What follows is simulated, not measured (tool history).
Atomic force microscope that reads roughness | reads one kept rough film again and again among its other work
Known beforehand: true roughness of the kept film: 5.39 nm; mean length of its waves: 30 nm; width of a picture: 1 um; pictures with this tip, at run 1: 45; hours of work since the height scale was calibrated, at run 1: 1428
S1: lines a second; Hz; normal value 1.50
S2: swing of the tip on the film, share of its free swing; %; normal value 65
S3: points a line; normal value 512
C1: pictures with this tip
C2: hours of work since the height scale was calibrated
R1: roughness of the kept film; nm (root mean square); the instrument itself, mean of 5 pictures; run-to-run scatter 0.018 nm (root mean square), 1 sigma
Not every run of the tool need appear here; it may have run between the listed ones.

run 1 hour=0.0 | S1=1.50 S2=65 S3=512 | C1=45 C2=1428 | R1=4.015
-- hour=35.0 new tip fitted
run 2 hour=67.2 | S1=0.68 S2=65 S3=512 | C1=69 C2=1470 | R1=3.646
-- hour=92.6 new tip fitted
run 3 hour=116.1 | S1=0.68 S2=65 S3=512 | C1=50 C2=1500 | R1=3.841
-- hour=148.5 new tip fitted
run 4 hour=148.5 | S1=0.68 S2=65 S3=512 | C1=0 C2=1521 | R1=4.607
-- hour=206.4 new tip fitted
run 5 hour=206.4 | S1=1.50 S2=65 S3=512 | C1=0 C2=1557 | R1=4.522
-- hour=264.2 new tip fitted
run 6 hour=265.3 | S1=1.50 S2=65 S3=512 | C1=2 C2=1594 | R1=4.513
-- hour=296.7 height scale calibrated on a step standard
-- hour=321.8 new tip fitted
run 7 hour=331.9 | S1=1.50 S2=65 S3=512 | C1=22 C2=22 | R1=4.191
run 8 hour=368.9 | S1=1.50 S2=90 S3=512 | C1=101 C2=45 | R1=3.057
-- hour=381.8 new tip fitted
-- hour=439.2 new tip fitted
run 9 hour=440.9 | S1=1.50 S2=90 S3=512 | C1=4 C2=90 | R1=4.149
run 10 hour=473.7 | S1=1.50 S2=90 S3=512 | C1=74 C2=111 | R1=3.390
-- hour=486.0 height scale calibrated on a step standard, once more
-- hour=497.1 new tip fitted
run 11 hour=523.5 | S1=1.50 S2=61 S3=512 | C1=56 C2=23 | R1=3.711
-- hour=557.0 new tip fitted
run 12 hour=581.4 | S1=1.50 S2=65 S3=512 | C1=52 C2=59 | R1=3.701
-- hour=613.2 new tip fitted
run 13 hour=635.5 | S1=1.50 S2=65 S3=512 | C1=48 C2=93 | R1=3.822
-- hour=669.7 new tip fitted
run 14 hour=696.7 | S1=1.50 S2=65 S3=512 | C1=58 C2=131 | R1=3.726
-- hour=728.9 new tip fitted
run 15 hour=748.5 | S1=1.50 S2=65 S3=512 | C1=42 C2=164 | R1=3.747
-- hour=786.5 new tip fitted
run 16 hour=813.4 | S1=0.51 S2=65 S3=512 | C1=57 C2=204 | R1=3.904
-- hour=844.1 new tip fitted
run 17 hour=858.9 | S1=0.51 S2=65 S3=512 | C1=32 C2=233 | R1=4.011
run 18 hour=897.0 | S1=1.50 S2=65 S3=531 | C1=113 C2=257 | R1=3.126
-- hour=900.6 new tip fitted
-- hour=959.4 new tip fitted
run 19 hour=961.6 | S1=1.50 S2=65 S3=521 | C1=4 C2=297 | R1=4.414
-- hour=1019.5 new tip fitted
run 20 hour=1028.6 | S1=0.65 S2=65 S3=998 | C1=20 C2=339 | R1=4.196
-- hour=1075.8 new tip fitted
run 21 hour=1085.6 | S1=0.65 S2=65 S3=998 | C1=21 C2=374 | R1=4.225
-- hour=1132.5 new tip fitted
run 22 hour=1150.8 | S1=0.85 S2=65 S3=755 | C1=39 C2=415 | R1=4.003
-- hour=1191.8 new tip fitted
run 23 hour=1203.6 | S1=0.85 S2=65 S3=755 | C1=25 C2=448 | R1=4.231
run 24 hour=1232.6 | S1=1.41 S2=79 S3=595 | C1=87 C2=466 | R1=3.354
-- hour=1253.6 new tip fitted
run 25 hour=1300.8 | S1=1.56 S2=74 S3=578 | C1=101 C2=509 | R1=3.284
-- hour=1312.0 new tip fitted
run 26 hour=1338.4 | S1=2.25 S2=71 S3=910 | C1=56 C2=532 | R1=3.562
-- hour=1369.1 new tip fitted
run 27 hour=1408.4 | S1=1.95 S2=58 S3=417 | C1=84 C2=576 | R1=3.360
-- hour=1425.6 new tip fitted
run 28 hour=1450.7 | S1=1.50 S2=65 S3=406 | C1=54 C2=602 | R1=3.721

Predict the results of run 29:
-- hour=1481.7 new tip fitted
run 29 hour=1481.7 | S1=3.57 S2=71 S3=736 | C1=0 C2=622 | R1=?

{"run 29": {"R1": 4.227}}
On a tool with no hidden condition, and with the same random variation, this run would have come out at R1 4.209 nm (root mean square).

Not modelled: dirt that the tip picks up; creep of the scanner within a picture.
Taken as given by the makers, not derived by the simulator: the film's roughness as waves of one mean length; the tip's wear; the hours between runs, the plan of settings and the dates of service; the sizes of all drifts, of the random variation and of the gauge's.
